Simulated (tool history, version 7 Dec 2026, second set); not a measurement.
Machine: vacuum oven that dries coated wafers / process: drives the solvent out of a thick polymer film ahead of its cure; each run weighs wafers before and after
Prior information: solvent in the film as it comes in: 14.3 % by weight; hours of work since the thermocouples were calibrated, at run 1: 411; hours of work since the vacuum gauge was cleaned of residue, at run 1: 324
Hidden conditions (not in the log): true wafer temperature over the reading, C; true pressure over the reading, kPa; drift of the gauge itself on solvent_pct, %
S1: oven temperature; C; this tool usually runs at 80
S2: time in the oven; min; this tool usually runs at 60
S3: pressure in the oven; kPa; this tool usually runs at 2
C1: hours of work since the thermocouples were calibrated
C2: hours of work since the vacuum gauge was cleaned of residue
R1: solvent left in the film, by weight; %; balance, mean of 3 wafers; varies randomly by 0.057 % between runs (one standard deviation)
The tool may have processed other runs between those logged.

Run 1, day 0: usual settings; C1 411; C2 324. Result: R1 2.93 %.
Run 2, day 0.575: usual settings but S1 94 C; C1 421; C2 334. Result: R1 1.37 %.
Run 3, day 0.883: usual settings but S1 94 C; C1 427; C2 339. Result: R1 1.38 %.
Run 4, day 1.304: usual settings but S1 94 C; C1 434; C2 347. Result: R1 1.3 %.
Run 5, day 1.917: usual settings but S1 94 C; C1 445; C2 357. Result: R1 1.36 %.
Run 6, day 2.538: usual settings but S1 94 C; C1 456; C2 368. Result: R1 1.29 %.
Run 7, day 2.962: usual settings; C1 463; C2 376. Result: R1 2.85 %.
Run 8, day 3.238: usual settings but S3 7.69 kPa; C1 468; C2 381. Result: R1 8.46 %.
Run 9, day 3.671: usual settings but S3 7.69 kPa; C1 476; C2 388. Result: R1 8.43 %.
Run 10, day 4.125: usual settings but S2 34 min, S3 7.69 kPa; C1 484; C2 396. Result: R1 9.34 %.
Run 11, day 4.475: usual settings but S2 34 min, S3 7.69 kPa; C1 490; C2 402. Result: R1 9.18 %.
Run 12, day 4.754: usual settings but S2 34 min, S3 7.69 kPa; C1 495; C2 407. Result: R1 9.21 %.
Run 13, day 5.321: usual settings but S3 2.08 kPa; C1 505; C2 417. Result: R1 3.05 %.
Run 14, day 5.917: usual settings but S2 105 min; C1 515; C2 428. Result: R1 2.36 %.
Run 15, day 6.346: usual settings but S2 105 min; C1 523; C2 435. Result: R1 2.38 %.
Run 16, day 6.962: usual settings; C1 533; C2 446. Result: R1 2.97 %.
Run 17, day 7.421: usual settings but S1 66 C; C1 541; C2 454. Result: R1 6.66 %.
At day 7.546: oven's thermocouples calibrated.
Run 18, day 7.95: usual settings but S1 66 C; C1 7; C2 462. Result: R1 6.53 %.
Run 19, day 8.558: usual settings but S1 66 C; C1 18; C2 473. Result: R1 6.39 %.
Run 20, day 8.912: usual settings; C1 24; C2 479. Result: R1 3.03 %.
Run 21, day 9.188: usual settings but S2 44 min; C1 29; C2 484. Result: R1 3.76 %.
Run 22, day 9.671: usual settings but S1 91 C, S3 4.76 kPa; C1 37; C2 492. Result: R1 3.43 %.
Run 23, day 10.025: usual settings but S1 81 C, S2 73 min, S3 3.28 kPa; C1 44; C2 498. Result: R1 3.81 %.
Run 24, day 10.354: usual settings but S1 78 C, S2 70 min, S3 2.41 kPa; C1 49; C2 504. Result: R1 3.44 %.
Run 25, day 10.946: usual settings but S1 90 C, S2 50 min, S3 2.41 kPa; C1 60; C2 514. Result: R1 2.04 %.
Run 26, day 11.25: usual settings but S1 90 C, S2 50 min, S3 2.41 kPa; C1 65; C2 520. Result: R1 2.21 %.
At day 11.433: oven's thermocouples calibrated, once more.
Run 27, day 11.804: usual settings but S1 69 C, S2 94 min, S3 1.11 kPa; C1 7; C2 528. Result: R1 3.06 %.
Run 28, day 12.158: usual settings but S1 69 C, S2 94 min, S3 1.11 kPa; C1 13; C2 534. Result: R1 3 %.
Run 29, day 12.792: usual settings but S1 69 C, S2 96 min, S3 1.72 kPa; C1 24; C2 545. Result: R1 3.9 %.
Run 30, day 13.4: usual settings but S1 65 C, S3 1.18 kPa; C1 35; C2 556. Result: R1 5.6 %.
Run 31, day 13.675: usual settings but S2 34 min, S3 4.47 kPa; C1 39; C2 561. Result: R1 6.49 %.
Run 32, day 13.946: usual settings but S2 34 min, S3 4.47 kPa; C1 44; C2 566. Result: R1 6.56 %.
Run 33, day 14.504: usual settings but S2 34 min, S3 4.47 kPa; C1 54; C2 575. Result: R1 6.43 %.
Run 34, day 14.921: usual settings but S1 93 C, S3 2.61 kPa; C1 61; C2 583. Result: R1 1.82 %.
Run 35, day 15.417: usual settings but S1 93 C, S3 2.61 kPa; C1 70; C2 591. Result: R1 1.76 %.
Run 36, day 15.812: usual settings but S1 91 C, S3 2.19 kPa; C1 77; C2 598. Result: R1 1.72 %.
Run 37, day 16.329: usual settings but S1 81 C, S3 2.23 kPa; C1 86; C2 607. Result: R1 2.92 %.
Run 38, day 16.804: usual settings but S1 68 C, S3 1.74 kPa; C1 94; C2 616. Result: R1 5.63 %.
Run 39, day 17.404: usual settings but S1 90 C, S2 66 min, S3 2.05 kPa; C1 105; C2 626. Result: R1 1.61 %.
Run 40, day 17.779: usual settings but S2 69 min; C1 111; C2 633. Result: R1 2.78 %.
Run 41, day 18.296: usual settings but S3 2.54 kPa; C1 120; C2 642. Result: R1 3.52 %.
Run 42, day 18.775: usual settings but S1 86 C, S2 96 min, S3 4.88 kPa; C1 129; C2 650. Result: R1 4.15 %.

Below, some changes in R1 between adjacent runs. For each, the amount present without the hidden state too (settings, incoming material, random variation) and the amount remaining for the hidden state with gauge scatter not shared by both compared results:
Run 7 -> 8: S3 2 -> 7.69. R1 +5.61 %: hidden state +0.09, all else +5.52.
Run 12 -> 13: S2 34 -> 60, S3 7.69 -> 2.08. R1 -6.16 %: hidden state -0.06, all else -6.1.
Run 16 -> 17: S1 80 -> 66. R1 +3.69 %: hidden state +0.14, all else +3.55.
Run 19 -> 20: S1 66 -> 80. R1 -3.36 %: hidden state -0.14, all else -3.22.
Run 33 -> 34: S1 80 -> 93, S2 34 -> 60, S3 4.47 -> 2.61. R1 -4.61 %: hidden state -0.06, all else -4.55.
Run 38 -> 39: S1 68 -> 90, S2 60 -> 66, S3 1.74 -> 2.05. R1 -4.02 %: hidden state -0.17, all else -3.85.
